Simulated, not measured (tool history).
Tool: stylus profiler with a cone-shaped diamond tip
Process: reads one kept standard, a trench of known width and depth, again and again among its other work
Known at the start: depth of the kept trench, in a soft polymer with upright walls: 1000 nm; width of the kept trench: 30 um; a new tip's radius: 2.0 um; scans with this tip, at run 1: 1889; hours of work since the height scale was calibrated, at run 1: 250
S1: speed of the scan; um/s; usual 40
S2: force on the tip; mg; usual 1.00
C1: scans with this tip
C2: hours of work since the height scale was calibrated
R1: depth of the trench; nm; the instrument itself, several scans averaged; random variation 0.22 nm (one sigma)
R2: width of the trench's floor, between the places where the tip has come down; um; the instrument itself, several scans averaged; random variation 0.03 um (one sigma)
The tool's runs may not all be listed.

run 1 hour=0.0 | S1=40 S2=1.00 | C1=1889 C2=250 | R1=1005.97 R2=25.98
run 2 hour=111.3 | S1=40 S2=1.00 | C1=2265 C2=300 | R1=1005.93 R2=25.93
run 3 hour=192.3 | S1=40 S2=1.00 | C1=2538 C2=336 | R1=1005.62 R2=25.86
run 4 hour=273.6 | S1=40 S2=1.00 | C1=2813 C2=372 | R1=1005.43 R2=25.83
run 5 hour=333.9 | S1=40 S2=2.00 | C1=3016 C2=399 | R1=1009.26 R2=25.95
run 6 hour=424.2 | S1=40 S2=2.00 | C1=3321 C2=440 | R1=1009.17 R2=25.88
run 7 hour=509.8 | S1=40 S2=1.00 | C1=3610 C2=478 | R1=1005.07 R2=25.80
run 8 hour=603.5 | S1=40 S2=1.00 | C1=3927 C2=520 | R1=1005.12 R2=25.73
run 9 hour=652.4 | S1=40 S2=1.00 | C1=4092 C2=542 | R1=1005.08 R2=25.70
run 10 hour=756.4 | S1=40 S2=1.00 | C1=4443 C2=588 | R1=1004.18 R2=25.66
run 11 hour=839.3 | S1=40 S2=1.00 | C1=4723 C2=625 | R1=1004.76 R2=25.61
run 12 hour=913.8 | S1=40 S2=1.13 | C1=4975 C2=659 | R1=1005.42 R2=25.63
run 13 hour=987.3 | S1=40 S2=1.13 | C1=5223 C2=691 | R1=1005.42 R2=25.65
run 14 hour=1089.9 | S1=45 S2=2.27 | C1=5569 C2=737 | R1=1009.50 R2=25.64
run 15 hour=1137.8 | S1=24 S2=0.43 | C1=5731 C2=759 | R1=1001.35 R2=25.62
run 16 hour=1193.1 | S1=24 S2=0.55 | C1=5918 C2=783 | R1=1001.81 R2=25.58
run 17 hour=1249.0 | S1=157 S2=0.34 | C1=6106 C2=808 | R1=1000.15 R2=23.56
run 18 hour=1308.7 | S1=157 S2=0.34 | C1=6308 C2=835 | R1=1000.68 R2=23.60
run 19 hour=1371.9 | S1=17 S2=1.04 | C1=6521 C2=863 | R1=1004.54 R2=25.71
run 20 hour=1438.2 | S1=40 S2=2.96 | C1=6745 C2=893 | R1=1011.19 R2=25.61
run 21 hour=1520.5 | S1=69 S2=1.28 | C1=7023 C2=930 | R1=1005.30 R2=25.25
run 22 hour=1621.1 | S1=17 S2=0.54 | C1=7363 C2=975 | R1=1001.22 R2=25.48
run 23 hour=1700.1 | S1=17 S2=0.54 | C1=7630 C2=1010 | R1=1001.24 R2=25.53
run 24 hour=1748.3 | S1=11 S2=1.83 | C1=7792 C2=1032 | R1=1006.94 R2=25.64
run 25 hour=1825.1 | S1=11 S2=1.83 | C1=8052 C2=1066 | R1=1006.44 R2=25.60

Forecast each of these 4 alternatives for the next run:
run A hour=1932.9 | S1=12 S2=1.72 | C1=8416 C2=1114 | R1=? R2=?
run B hour=1932.9 | S1=12 S2=1.86 | C1=8416 C2=1114 | R1=? R2=?
run C hour=1932.9 | S1=36 S2=1.47 | C1=8416 C2=1114 | R1=? R2=?
run D hour=1932.9 | S1=130 S2=2.44 | C1=8416 C2=1114 | R1=? R2=?

run=A R1=1006.16 R2=25.57
run=B R1=1006.64 R2=25.58
run=C R1=1005.20 R2=25.45
run=D R1=1008.97 R2=25.01
Without the tool's hidden state the same runs would have given:
run=A R1=1009.93 R2=26.45
run=B R1=1010.41 R2=26.46
run=C R1=1008.96 R2=26.33
run=D R1=1012.75 R2=25.90
